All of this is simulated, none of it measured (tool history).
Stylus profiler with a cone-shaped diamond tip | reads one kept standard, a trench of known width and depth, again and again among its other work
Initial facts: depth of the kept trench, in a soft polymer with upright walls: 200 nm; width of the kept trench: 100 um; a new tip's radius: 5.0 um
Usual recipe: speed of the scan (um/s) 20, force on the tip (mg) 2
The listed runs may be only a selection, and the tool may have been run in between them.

run,day,speed of the scan (um/s),force on the tip (mg),depth of the trench (angstrom),width of the trench's floor (nm)
1,0,20,2,2033,96740
2,4.904,20,2,2032.6,96700
3,9.917,20,2,2032.8,96620
4,14.329,20,2,2032.3,96590
5,19.404,20,3.06,2043.6,96490
6,23.896,20,3.06,2045.5,96490
7,26.121,20,0.99,2022.1,96450
8,31.271,20,0.99,2021.8,96360
9,34.192,20,0.99,2025.8,96320
10,37.192,20,5.05,2060.8,96370
11,39.558,20,5.05,2061.1,96350
# day 39.971: height scale calibrated on a step standard
12,44.646,20,5.05,2063.5,96310
13,48.554,20,5.05,2065.5,96250
14,51.271,20,2,2037.7,96190
15,55.354,20,2,2037.5,96220
16,59.25,20,2,2037.5,96040
17,61.4,20,2,2037.5,96110
# day 61.875: height scale calibrated on a step standard, once more
18,65.838,29,2,2029.6,95940
19,67.967,20,2,2029.3,95960
20,72.792,50,1.92,2029.7,95720
21,76.971,20,1.24,2023.4,95840
22,80.075,20,1.24,2022.4,95860

Run 23 has not been measured yet. What should we expect?
# day 80.612: new tip fitted, height scale calibrated
23,83.804,20,1.24,?,?

depth of the trench (angstrom): 2022.2
width of the trench's floor (nm): 96950
Without the tool's hidden state the same run would have given depth of the trench (angstrom) 2022.7, width of the trench's floor (nm) 97030.
